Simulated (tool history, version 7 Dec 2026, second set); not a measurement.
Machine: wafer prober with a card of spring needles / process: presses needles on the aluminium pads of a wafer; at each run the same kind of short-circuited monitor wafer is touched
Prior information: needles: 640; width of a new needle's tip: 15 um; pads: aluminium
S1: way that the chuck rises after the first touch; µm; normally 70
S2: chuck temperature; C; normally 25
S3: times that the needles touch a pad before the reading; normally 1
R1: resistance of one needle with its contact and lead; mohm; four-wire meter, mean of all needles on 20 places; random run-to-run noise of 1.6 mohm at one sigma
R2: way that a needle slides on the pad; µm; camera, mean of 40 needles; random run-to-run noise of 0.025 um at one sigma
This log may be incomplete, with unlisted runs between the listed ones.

run,hour,S1,S2,S3,R1,R2
1,0.0,70,25,1,189,8.53
# hour 2.4: tips cleaned on abrasive film
# hour 8.3: tips cleaned on abrasive film
# hour 14.1: tips cleaned on abrasive film
2,14.1,70,25,1,155,8.59
# hour 20.1: tips cleaned on abrasive film
# hour 24.9: tips cleaned on abrasive film
# hour 29.9: tips cleaned on abrasive film
3,29.9,70,25,1,159,8.57
# hour 35.9: tips cleaned on abrasive film
# hour 41.8: tips cleaned on abrasive film
# hour 47.8: tips cleaned on abrasive film
# hour 52.7: tips cleaned on abrasive film
4,53.6,70,25,1,170,8.48
# hour 58.2: tips cleaned on abrasive film
# hour 64.1: tips cleaned on abrasive film
# hour 69.4: tips cleaned on abrasive film
5,69.4,70,85,1,168,8.50
# hour 75.4: tips cleaned on abrasive film
# hour 81.3: tips cleaned on abrasive film
6,84.2,70,85,1,201,8.47
# hour 86.6: tips cleaned on abrasive film
# hour 91.5: tips cleaned on abrasive film
# hour 97.2: tips cleaned on abrasive film
# hour 103.0: tips cleaned on abrasive film
7,106.5,70,85,1,203,8.45
# hour 109.0: tips cleaned on abrasive film
# hour 113.8: tips cleaned on abrasive film
# hour 119.7: tips cleaned on abrasive film
# hour 125.7: tips cleaned on abrasive film
8,129.3,70,85,1,201,8.39
# hour 130.5: tips cleaned on abrasive film
# hour 136.3: tips cleaned on abrasive film
# hour 142.2: tips cleaned on abrasive film
9,142.9,70,85,1,176,8.36
# hour 147.7: tips cleaned on abrasive film
# hour 153.7: tips cleaned on abrasive film
# hour 159.7: tips cleaned on abrasive film
# hour 165.6: tips cleaned on abrasive film
10,166.7,55,25,1,187,6.49
# hour 171.4: tips cleaned on abrasive film
# hour 177.4: tips cleaned on abrasive film
# hour 182.2: tips cleaned on abrasive film
# hour 184.6: height of the first contact set anew
11,184.9,70,25,2,167,8.62
# hour 187.3: tips cleaned on abrasive film
# hour 193.2: tips cleaned on abrasive film
# hour 198.6: tips cleaned on abrasive film
12,198.6,80,62,3,159,9.82
# hour 204.5: tips cleaned on abrasive film
# hour 210.4: tips cleaned on abrasive film
# hour 215.5: tips cleaned on abrasive film
13,215.5,88,25,1,152,10.83
# hour 220.3: tips cleaned on abrasive film
# hour 226.1: tips cleaned on abrasive film
# hour 232.0: tips cleaned on abrasive film
14,233.6,51,29,2,184,6.18
# hour 237.2: tips cleaned on abrasive film
# hour 242.0: tips cleaned on abrasive film
15,244.8,74,25,1,185,9.06
# hour 247.2: tips cleaned on abrasive film
# hour 252.1: tips cleaned on abrasive film
# hour 257.9: tips cleaned on abrasive film
# hour 262.8: tips cleaned on abrasive film
16,267.3,75,123,1,209,9.12
# hour 268.5: tips cleaned on abrasive film
# hour 274.5: tips cleaned on abrasive film
# hour 280.6: tips cleaned on abrasive film
17,281.9,70,46,3,169,8.48
# hour 285.6: tips cleaned on abrasive film
# hour 291.4: tips cleaned on abrasive film
# hour 297.3: tips cleaned on abrasive film
18,300.8,70,116,2,195,8.45
# hour 302.1: tips cleaned on abrasive film
# hour 307.8: tips cleaned on abrasive film
19,312.1,63,25,2,192,7.50
# hour 313.4: tips cleaned on abrasive film
# hour 319.2: tips cleaned on abrasive film
# hour 325.1: tips cleaned on abrasive film
# hour 329.9: tips cleaned on abrasive film
20,333.1,87,43,2,170,10.46
# hour 335.5: tips cleaned on abrasive film
# hour 341.4: tips cleaned on abrasive film
# hour 346.2: tips cleaned on abrasive film
21,350.4,54,83,1,247,6.37
# hour 351.7: tips cleaned on abrasive film
# hour 357.5: tips cleaned on abrasive film
# hour 362.4: tips cleaned on abrasive film
# hour 368.4: tips cleaned on abrasive film
# hour 373.9: tips cleaned on abrasive film
22,373.9,54,83,1,179,6.30

Consider 5 possible next runs. They are alternatives, not a sequence: every one starts from the tool as it was left by run 22. What does each give?
# hour 379.8: tips cleaned on abrasive film
# hour 385.6: tips cleaned on abrasive film
# hour 390.4: tips cleaned on abrasive film
# hour 394.2: height of the first contact set anew
A,394.2,70,45,1,?,?
# hour 379.8: tips cleaned on abrasive film
# hour 385.6: tips cleaned on abrasive film
# hour 390.4: tips cleaned on abrasive film
# hour 394.2: height of the first contact set anew
B,394.2,54,69,1,?,?
# hour 379.8: tips cleaned on abrasive film
# hour 385.6: tips cleaned on abrasive film
# hour 390.4: tips cleaned on abrasive film
# hour 394.2: height of the first contact set anew
C,394.2,53,63,1,?,?
# hour 379.8: tips cleaned on abrasive film
# hour 385.6: tips cleaned on abrasive film
# hour 390.4: tips cleaned on abrasive film
# hour 394.2: height of the first contact set anew
D,394.2,54,32,1,?,?
# hour 379.8: tips cleaned on abrasive film
# hour 385.6: tips cleaned on abrasive film
# hour 390.4: tips cleaned on abrasive film
# hour 394.2: height of the first contact set anew
E,394.2,52,63,1,?,?

run,R1,R2
A,203,8.63
B,233,6.67
C,231,6.55
D,232,6.67
E,235,6.42
Without the tool's unlogged condition, the same runs would have read:
run,R1,R2
A,156,8.63
B,164,6.67
C,160,6.55
D,159,6.67
E,162,6.42
